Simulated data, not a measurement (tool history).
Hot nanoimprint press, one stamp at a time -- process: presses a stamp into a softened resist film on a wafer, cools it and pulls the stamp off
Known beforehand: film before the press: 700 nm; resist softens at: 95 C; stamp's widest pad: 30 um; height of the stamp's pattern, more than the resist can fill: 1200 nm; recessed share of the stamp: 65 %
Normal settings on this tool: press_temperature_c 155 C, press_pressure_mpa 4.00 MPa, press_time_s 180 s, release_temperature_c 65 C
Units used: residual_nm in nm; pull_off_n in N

run,hour,press_temperature_c,press_pressure_mpa,press_time_s,release_temperature_c,residual_nm,pull_off_n
1,0.0,155,4.00,180,65,279.7,123
# hour 8.6: plate thermocouple calibrated
2,22.4,155,4.00,180,65,280.2,121
3,41.2,155,4.00,180,65,281.1,116
4,52.4,155,4.00,180,65,282.1,125
5,75.5,155,4.00,180,65,280.8,117
6,95.3,155,4.00,180,65,281.6,118
7,111.3,155,4.00,180,65,282.4,119
8,123.7,155,4.00,180,65,281.3,118
9,141.7,155,4.00,180,57,280.2,131
10,159.6,155,4.00,180,50,279.5,138
11,172.8,155,4.00,180,50,280.6,138
12,194.7,155,4.00,180,50,280.3,140
13,213.3,155,4.00,180,65,280.4,124
14,226.9,155,4.00,180,65,280.2,117
15,250.0,155,4.00,180,59,282.0,123
16,261.1,155,4.00,178,59,282.6,130
17,275.0,155,4.00,180,54,281.5,136
18,287.9,155,3.04,227,71,297.4,112

Estimate the outcome of run 19 from the log above:
19,303.2,155,4.00,119,65,?,?

Run 19 yielded residual_nm 322.7 nm, pull_off_n 120 N.
With the hidden condition absent and the run-to-run variation left alone, this run would have shown residual_nm 322.6 nm, pull_off_n 119 N.
